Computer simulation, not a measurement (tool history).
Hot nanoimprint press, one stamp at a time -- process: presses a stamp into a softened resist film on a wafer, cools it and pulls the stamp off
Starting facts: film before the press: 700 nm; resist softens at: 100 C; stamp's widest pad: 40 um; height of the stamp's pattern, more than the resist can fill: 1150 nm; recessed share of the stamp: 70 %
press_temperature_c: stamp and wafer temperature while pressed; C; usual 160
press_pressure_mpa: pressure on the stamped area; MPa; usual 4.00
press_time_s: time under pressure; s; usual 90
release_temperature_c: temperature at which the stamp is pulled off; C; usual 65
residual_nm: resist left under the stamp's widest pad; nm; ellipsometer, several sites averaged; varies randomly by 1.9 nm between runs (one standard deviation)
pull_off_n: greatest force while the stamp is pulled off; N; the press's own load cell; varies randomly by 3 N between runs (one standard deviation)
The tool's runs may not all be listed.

Run 1, hour 0.0: usual settings. Result: residual_nm 297.8 nm, pull_off_n 151 N.
Run 2, hour 14.7: usual settings. Result: residual_nm 297.0 nm, pull_off_n 151 N.
Run 3, hour 23.3: usual settings. Result: residual_nm 297.2 nm, pull_off_n 152 N.
Run 4, hour 30.2: usual settings but release_temperature_c 66 C. Result: residual_nm 301.6 nm, pull_off_n 148 N.
Run 5, hour 37.9: usual settings but press_temperature_c 164 C. Result: residual_nm 238.8 nm, pull_off_n 149 N.
Run 6, hour 49.7: usual settings but press_temperature_c 171 C. Result: residual_nm 159.2 nm, pull_off_n 153 N.
Run 7, hour 56.9: usual settings but press_temperature_c 171 C, press_pressure_mpa 6.03 MPa. Result: residual_nm 129.8 nm, pull_off_n 150 N.
Run 8, hour 63.9: usual settings but press_temperature_c 171 C, press_pressure_mpa 3.91 MPa. Result: residual_nm 162.1 nm, pull_off_n 156 N.
Run 9, hour 73.4: usual settings but press_pressure_mpa 3.47 MPa. Result: residual_nm 312.2 nm, pull_off_n 155 N.
Run 10, hour 83.0: usual settings but press_pressure_mpa 3.47 MPa. Result: residual_nm 317.6 nm, pull_off_n 152 N.
Run 11, hour 90.4: usual settings but press_pressure_mpa 3.47 MPa. Result: residual_nm 314.0 nm, pull_off_n 156 N.
Run 12, hour 105.0: usual settings but press_pressure_mpa 3.47 MPa. Result: residual_nm 318.6 nm, pull_off_n 156 N.
Run 13, hour 114.4: usual settings but press_pressure_mpa 3.35 MPa, release_temperature_c 54 C. Result: residual_nm 321.4 nm, pull_off_n 188 N.
Run 14, hour 130.6: usual settings but press_pressure_mpa 3.35 MPa, release_temperature_c 54 C. Result: residual_nm 317.5 nm, pull_off_n 194 N.
Run 15, hour 139.5: usual settings but press_pressure_mpa 3.35 MPa, press_time_s 54 s, release_temperature_c 67 C. Result: residual_nm 382.5 nm, pull_off_n 159 N.
Run 16, hour 149.3: usual settings but press_temperature_c 164 C, press_pressure_mpa 3.35 MPa, press_time_s 54 s, release_temperature_c 50 C. Result: residual_nm 313.7 nm, pull_off_n 204 N.
Run 17, hour 164.4: usual settings but press_temperature_c 164 C, press_pressure_mpa 3.35 MPa, press_time_s 54 s, release_temperature_c 50 C. Result: residual_nm 314.6 nm, pull_off_n 210 N.
Run 18, hour 172.4: usual settings but press_temperature_c 152 C, press_pressure_mpa 3.35 MPa, press_time_s 54 s, release_temperature_c 50 C. Result: residual_nm 531.2 nm, pull_off_n 203 N.
Run 19, hour 181.1: usual settings but press_temperature_c 152 C, press_pressure_mpa 2.66 MPa, press_time_s 168 s, release_temperature_c 50 C. Result: residual_nm 429.8 nm, pull_off_n 213 N.
Run 20, hour 192.6: usual settings but press_temperature_c 148 C, press_pressure_mpa 5.32 MPa, press_time_s 121 s, release_temperature_c 70 C. Result: residual_nm 446.5 nm, pull_off_n 156 N.
Run 21, hour 202.7: usual settings but press_temperature_c 148 C, press_pressure_mpa 5.32 MPa, press_time_s 121 s, release_temperature_c 70 C. Result: residual_nm 448.4 nm, pull_off_n 158 N.
Run 22, hour 215.7: usual settings but press_temperature_c 166 C, press_pressure_mpa 5.26 MPa, press_time_s 129 s, release_temperature_c 72 C. Result: residual_nm 155.0 nm, pull_off_n 150 N.
Run 23, hour 224.0: usual settings but press_temperature_c 166 C, press_pressure_mpa 3.65 MPa, press_time_s 54 s. Result: residual_nm 268.6 nm, pull_off_n 175 N.
Run 24, hour 238.4: usual settings but press_temperature_c 166 C, press_pressure_mpa 3.65 MPa, press_time_s 79 s, release_temperature_c 72 C. Result: residual_nm 230.7 nm, pull_off_n 159 N.

Branching from run 24: 3 alternative next runs. What would each branch give?
Run A, hour 253.3: usual settings but press_temperature_c 166 C, press_pressure_mpa 3.36 MPa, press_time_s 79 s, release_temperature_c 59 C. Result: residual_nm ?, pull_off_n ?.
Run B, hour 253.3: usual settings but press_temperature_c 167 C, press_pressure_mpa 5.43 MPa, press_time_s 93 s, release_temperature_c 72 C. Result: residual_nm ?, pull_off_n ?.
Run C, hour 253.3: usual settings but press_time_s 103 s. Result: residual_nm ?, pull_off_n ?.

run  residual_nm  pull_off_n
  A        240.3         197
  B        165.6         155
  C        274.8         171
Without the tool's hidden state the same runs would have given:
run  residual_nm  pull_off_n
  A        252.3         158
  B        174.0         125
  C        289.2         138

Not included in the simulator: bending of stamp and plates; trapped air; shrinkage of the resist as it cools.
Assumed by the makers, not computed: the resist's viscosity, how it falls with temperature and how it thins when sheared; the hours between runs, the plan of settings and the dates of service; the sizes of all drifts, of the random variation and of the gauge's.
